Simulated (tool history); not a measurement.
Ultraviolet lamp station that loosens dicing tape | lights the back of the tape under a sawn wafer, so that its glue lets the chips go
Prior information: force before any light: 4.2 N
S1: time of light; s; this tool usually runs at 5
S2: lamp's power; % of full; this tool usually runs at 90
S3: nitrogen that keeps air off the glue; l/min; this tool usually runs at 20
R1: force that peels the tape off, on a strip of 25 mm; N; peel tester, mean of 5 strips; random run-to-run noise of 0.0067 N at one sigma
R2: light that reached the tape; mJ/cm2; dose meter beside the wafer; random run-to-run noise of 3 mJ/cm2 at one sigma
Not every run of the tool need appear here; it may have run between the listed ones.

run 1 hour=0.0 | S1=5 S2=90 S3=20 | R1=0.318 R2=347
run 2 hour=28.9 | S1=5 S2=90 S3=20 | R1=0.315 R2=346
run 3 hour=60.0 | S1=5 S2=90 S3=20 | R1=0.324 R2=342
run 4 hour=95.1 | S1=5 S2=90 S3=12 | R1=0.307 R2=385
run 5 hour=152.4 | S1=5 S2=90 S3=28 | R1=0.263 R2=376
run 6 hour=177.7 | S1=5 S2=90 S3=10 | R1=0.358 R2=370
run 7 hour=220.4 | S1=5 S2=90 S3=20 | R1=0.282 R2=372
run 8 hour=246.8 | S1=5 S2=90 S3=20 | R1=0.289 R2=367
run 9 hour=286.9 | S1=5 S2=90 S3=20 | R1=0.299 R2=357
run 10 hour=336.5 | S1=5 S2=90 S3=20 | R1=0.307 R2=353
run 11 hour=396.0 | S1=5 S2=90 S3=20 | R1=0.317 R2=347
run 12 hour=439.0 | S1=5 S2=90 S3=20 | R1=0.326 R2=337
run 13 hour=470.1 | S1=5 S2=90 S3=20 | R1=0.332 R2=333
run 14 hour=506.5 | S1=5 S2=90 S3=20 | R1=0.330 R2=332
run 15 hour=541.3 | S1=5 S2=96 S3=20 | R1=0.316 R2=351
run 16 hour=567.6 | S1=5 S2=96 S3=20 | R1=0.307 R2=345
run 17 hour=598.3 | S1=5 S2=96 S3=20 | R1=0.338 R2=341
run 18 hour=658.0 | S1=5 S2=96 S3=20 | R1=0.269 R2=384
run 19 hour=708.8 | S1=3 S2=90 S3=20 | R1=0.694 R2=213
run 20 hour=761.9 | S1=4 S2=75 S3=20 | R1=0.615 R2=233
run 21 hour=808.0 | S1=6 S2=72 S3=26 | R1=0.323 R2=333
run 22 hour=849.1 | S1=5 S2=90 S3=25 | R1=0.323 R2=334
run 23 hour=905.6 | S1=5 S2=90 S3=9 | R1=0.450 R2=328
run 24 hour=950.7 | S1=5 S2=90 S3=9 | R1=0.468 R2=323
run 25 hour=1004.6 | S1=5 S2=90 S3=9 | R1=0.493 R2=316
run 26 hour=1034.8 | S1=5 S2=90 S3=9 | R1=0.482 R2=313
run 27 hour=1060.8 | S1=5 S2=91 S3=38 | R1=0.325 R2=311
run 28 hour=1114.2 | S1=3 S2=83 S3=9 | R1=1.183 R2=171
run 29 hour=1154.5 | S1=3 S2=83 S3=24 | R1=0.961 R2=167
run 30 hour=1196.4 | S1=2 S2=91 S3=12 | R1=1.590 R2=120
run 31 hour=1233.6 | S1=10 S2=89 S3=20 | R1=0.181 R2=663
run 32 hour=1266.9 | S1=10 S2=76 S3=16 | R1=0.180 R2=557

Not shown here: 3 entries made in the log between runs. Locate each between two listed runs and compare the hidden state at the listed run before it with the hidden state at the listed run after it:
Between runs 3 and 4: window cleaned of glue's vapour (hour 70.0)
  lamp's light, % of a new lamp's: 85.7 -> 85.4; light that the window lets through, % of a clean one's: 87.6 -> 99.1
  difference, measured minus the result without the unlogged condition, R1: +0.107 -> +0.068 N; R2: -113 -> -69 mJ/cm2
Between runs 17 and 18: window cleaned of glue's vapour (hour 648.3)
  lamp's light, % of a new lamp's: 80.4 -> 79.8; light that the window lets through, % of a clean one's: 87.8 -> 99.6
  difference, measured minus the result without the unlogged condition, R1: +0.123 -> +0.064 N; R2: -143 -> -98 mJ/cm2
Between runs 30 and 31: window cleaned of glue's vapour (hour 1224.8)
  lamp's light, % of a new lamp's: 74.5 -> 74.1; light that the window lets through, % of a clean one's: 87.5 -> 99.5
  difference, measured minus the result without the unlogged condition, R1: +0.602 -> +0.007 N; R2: -63 -> -235 mJ/cm2
